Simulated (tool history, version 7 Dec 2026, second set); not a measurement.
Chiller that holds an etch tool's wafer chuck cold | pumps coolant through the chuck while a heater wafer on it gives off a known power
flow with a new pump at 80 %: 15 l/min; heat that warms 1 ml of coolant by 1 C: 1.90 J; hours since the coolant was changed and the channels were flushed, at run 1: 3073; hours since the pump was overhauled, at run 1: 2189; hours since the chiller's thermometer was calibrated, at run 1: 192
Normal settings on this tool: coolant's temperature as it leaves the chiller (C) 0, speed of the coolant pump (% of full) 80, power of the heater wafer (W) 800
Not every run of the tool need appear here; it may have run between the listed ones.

run,hour,coolant's temperature as it leaves the chiller (C),speed of the coolant pump (% of full),power of the heater wafer (W),hours since the coolant was changed and the channels were flushed,hours since the pump was overhauled,hours since the chiller's thermometer was calibrated,chuck's temperature once it has settled (C),how much warmer the coolant comes back (C)
1,0,0,80,800,3073,2189,192,8.9,1.62
2,94.8,0,80,800,3167,2284,287,8.8,1.68
3,180.8,0,80,800,3253,2370,373,8.8,1.68
# hour 201.3: coolant changed, channels flushed
4,251.3,0,80,800,50,2435,438,8.8,1.67
5,335.7,0,80,800,134,2519,522,9,1.69
6,424.8,0,80,800,223,2608,611,8.9,1.69
7,504.4,0,80,669,303,2688,691,7.4,1.46
8,580,0,80,669,379,2763,766,7.3,1.4
9,652.7,0,80,669,451,2836,839,7.5,1.45
10,744.5,0,80,884,543,2928,931,9.6,1.85
11,799.9,0,80,884,599,2983,986,9.8,1.86
12,845.3,0,80,501,644,3029,1032,5.6,1.08
13,885.8,0,80,501,685,3069,1072,5.6,1.02
14,979.9,0,80,501,779,3163,1166,5.3,1.07
15,1030.9,0,80,501,830,3214,1217,5.5,1.07
16,1102.3,0,80,476,901,3286,1289,5.4,0.96
17,1180.4,-3,65,476,979,3364,1367,3.2,1.27
18,1245.3,2,64,800,1044,3429,1432,12.4,2.07
19,1326.5,3,82,1004,1125,3510,1513,13.9,2.05
20,1408.5,-9,80,411,1207,3592,1595,-4.4,0.83
21,1456.5,10,98,599,1255,3640,1643,15.8,1.03
22,1503.4,8,68,854,1302,3687,1690,18.8,2.11
23,1589.3,-9,83,569,1388,3773,1776,-3.1,1.11
24,1670,-1,80,431,1469,3854,1857,3.9,0.9
25,1757.8,-7,94,953,1556,3941,1944,2.5,1.69
26,1823.1,-2,66,501,1622,4007,2010,4.5,1.25
27,1875.8,-2,66,501,1675,4059,2062,4.6,1.25
28,1934.4,0,99,800,1733,4118,2121,7.5,1.38
29,2019.6,-3,68,1008,1818,4203,2206,9.5,2.47
30,2110.9,1,80,800,1910,4294,2297,9.8,1.7
31,2174.9,1,64,824,1974,4358,2361,11.7,2.14

Predict each of these 3 candidate next runs independently; none follows another, all start after run 31:
A,2236.8,-8,83,800,2035,4420,2423,?,?
B,2236.8,0,80,768,2035,4420,2423,?,?
C,2236.8,-6,96,800,2035,4420,2423,?,?

run,chuck's temperature once it has settled (C),how much warmer the coolant comes back (C)
A,0.7,1.65
B,8.6,1.6
C,1.6,1.41
Without the tool's unlogged condition, the same runs would have read:
run,chuck's temperature once it has settled (C),how much warmer the coolant comes back (C)
A,0.7,1.65
B,8.6,1.59
C,1.6,1.41

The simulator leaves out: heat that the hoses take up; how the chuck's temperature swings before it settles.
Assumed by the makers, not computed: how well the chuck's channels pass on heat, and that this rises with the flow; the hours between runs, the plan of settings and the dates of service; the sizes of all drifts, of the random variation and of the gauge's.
